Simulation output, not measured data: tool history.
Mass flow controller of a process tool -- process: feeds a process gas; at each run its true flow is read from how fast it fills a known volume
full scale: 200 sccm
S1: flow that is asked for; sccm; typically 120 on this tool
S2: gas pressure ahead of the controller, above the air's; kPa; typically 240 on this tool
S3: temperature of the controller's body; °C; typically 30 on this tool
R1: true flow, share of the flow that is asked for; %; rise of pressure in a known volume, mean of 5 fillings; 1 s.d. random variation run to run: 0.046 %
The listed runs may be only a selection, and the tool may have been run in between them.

{"run": 1, "hour": 0.0, "S1": 120, "S2": 240, "S3": 30, "R1": 98.37}
{"run": 2, "hour": 38.9, "S1": 120, "S2": 240, "S3": 30, "R1": 98.41}
{"run": 3, "hour": 98.3, "S1": 120, "S2": 240, "S3": 30, "R1": 98.28}
{"run": 4, "hour": 141.0, "S1": 120, "S2": 144, "S3": 30, "R1": 99.15}
{"run": 5, "hour": 181.0, "S1": 120, "S2": 240, "S3": 30, "R1": 98.59}
{"run": 6, "hour": 233.6, "S1": 120, "S2": 240, "S3": 30, "R1": 98.54}
{"run": 7, "hour": 294.9, "S1": 120, "S2": 240, "S3": 30, "R1": 98.63}
{"run": 8, "hour": 355.1, "S1": 120, "S2": 240, "S3": 30, "R1": 98.56}
{"run": 9, "hour": 407.2, "S1": 120, "S2": 240, "S3": 30, "R1": 98.59}
{"run": 10, "hour": 469.7, "S1": 120, "S2": 240, "S3": 30, "R1": 98.55}
{"run": 11, "hour": 506.6, "S1": 120, "S2": 240, "S3": 30, "R1": 98.62}
{"run": 12, "hour": 560.4, "S1": 120, "S2": 240, "S3": 30, "R1": 98.54}
{"run": 13, "hour": 616.3, "S1": 38, "S2": 240, "S3": 30, "R1": 98.12}
{"run": 14, "hour": 672.7, "S1": 80, "S2": 220, "S3": 28, "R1": 98.67}
{"run": 15, "hour": 744.9, "S1": 80, "S2": 230, "S3": 36, "R1": 97.77}
{"run": 16, "hour": 815.8, "S1": 100, "S2": 240, "S3": 29, "R1": 98.53}
{"run": 17, "hour": 861.1, "S1": 165, "S2": 240, "S3": 30, "R1": 98.93}
{"run": 18, "hour": 905.7, "S1": 39, "S2": 257, "S3": 30, "R1": 98.14}
{"run": 19, "hour": 963.3, "S1": 120, "S2": 240, "S3": 32, "R1": 98.37}
{"run": 20, "hour": 1044.2, "S1": 63, "S2": 250, "S3": 21, "R1": 99.06}
{"run": 21, "hour": 1119.0, "S1": 63, "S2": 250, "S3": 21, "R1": 99.07}
{"run": 22, "hour": 1179.5, "S1": 25, "S2": 157, "S3": 37, "R1": 98.38}
{"run": 23, "hour": 1212.1, "S1": 74, "S2": 177, "S3": 40, "R1": 97.72}
{"run": 24, "hour": 1276.3, "S1": 67, "S2": 164, "S3": 36, "R1": 98.15}
{"run": 25, "hour": 1319.6, "S1": 120, "S2": 240, "S3": 23, "R1": 99.11}
{"run": 26, "hour": 1376.8, "S1": 120, "S2": 240, "S3": 23, "R1": 99.22}

The log once held 1 entry between its listed runs, left out of this copy. Where does each go, and what is different about the tool's unlogged condition between the listed run before it and the listed run after it?
After run 3, before run 4: controller exchanged for a calibrated one (hour 137.1)
  flow at rest that the sensor doesn't see, % of full scale: 1.249 -> 0.011; true flow over the shown one, %: -2.33 -> -0.04
  what was measured, less what the result would be without the hidden state, R1: -0.24 -> -0.03 %
